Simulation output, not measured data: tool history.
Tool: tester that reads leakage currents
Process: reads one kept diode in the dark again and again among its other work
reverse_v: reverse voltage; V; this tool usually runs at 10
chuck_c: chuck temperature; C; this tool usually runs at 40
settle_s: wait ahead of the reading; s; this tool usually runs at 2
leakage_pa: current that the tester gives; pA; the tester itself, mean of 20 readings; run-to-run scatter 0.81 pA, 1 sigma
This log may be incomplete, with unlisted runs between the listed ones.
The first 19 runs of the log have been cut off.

Run 20, hour 1067.8: usual settings but reverse_v 1 V, chuck_c 20 C, settle_s 2.76 s. Result: leakage_pa 19.1 pA.
Run 21, hour 1115.8: usual settings but reverse_v 2.6 V, chuck_c 50 C, settle_s 0.65 s. Result: leakage_pa 267.63 pA.
Run 22, hour 1178.8: usual settings but reverse_v 1.2 V, chuck_c 50 C, settle_s 2.35 s. Result: leakage_pa 194.61 pA.
At hour 1222.7: chuck's temperature calibrated, once more.
Run 23, hour 1252.2: usual settings but reverse_v 1.2 V, chuck_c 50 C, settle_s 2.35 s. Result: leakage_pa 230.95 pA.
Run 24, hour 1288.1: usual settings but reverse_v 1.2 V, chuck_c 43 C, settle_s 2.35 s. Result: leakage_pa 141.29 pA.
Run 25, hour 1330.6: usual settings but reverse_v 1.2 V, chuck_c 43 C, settle_s 2.35 s. Result: leakage_pa 140.59 pA.
Run 26, hour 1371: usual settings but reverse_v 1.2 V, chuck_c 43 C, settle_s 2.35 s. Result: leakage_pa 141.13 pA.
Run 27, hour 1418.6: usual settings but chuck_c 38 C, settle_s 1.07 s. Result: leakage_pa 241.02 pA.
Run 28, hour 1482.9: usual settings but reverse_v 6.2 V, chuck_c 30 C, settle_s 3.44 s. Result: leakage_pa 111.25 pA.
Run 29, hour 1550.1: usual settings but chuck_c 48 C, settle_s 5.58 s. Result: leakage_pa 475.99 pA.
Run 30, hour 1605.9: usual settings but reverse_v 19.5 V, chuck_c 48 C, settle_s 7.15 s. Result: leakage_pa 627.3 pA.
Run 31, hour 1667.9: usual settings but reverse_v 1.7 V, chuck_c 46 C. Result: leakage_pa 199.19 pA.
Run 32, hour 1730: usual settings but reverse_v 1.7 V, chuck_c 46 C. Result: leakage_pa 197.89 pA.

What if the next run were any one of these 3? Each begins from the tool's condition after run 32:
Run A, hour 1767.5: usual settings but reverse_v 9 V, chuck_c 39 C, settle_s 2.12 s. Result: leakage_pa ?.
Run B, hour 1767.5: usual settings but reverse_v 18.8 V, chuck_c 36 C, settle_s 0.92 s. Result: leakage_pa ?.
Run C, hour 1767.5: usual settings but reverse_v 1.9 V, chuck_c 24 C. Result: leakage_pa ?.

run  leakage_pa
  A      245.82
  B      277.73
  C       41.85
With no hidden state in the tool, these same runs would have given:
run  leakage_pa
  A      242.66
  B      259.67
  C       40.84
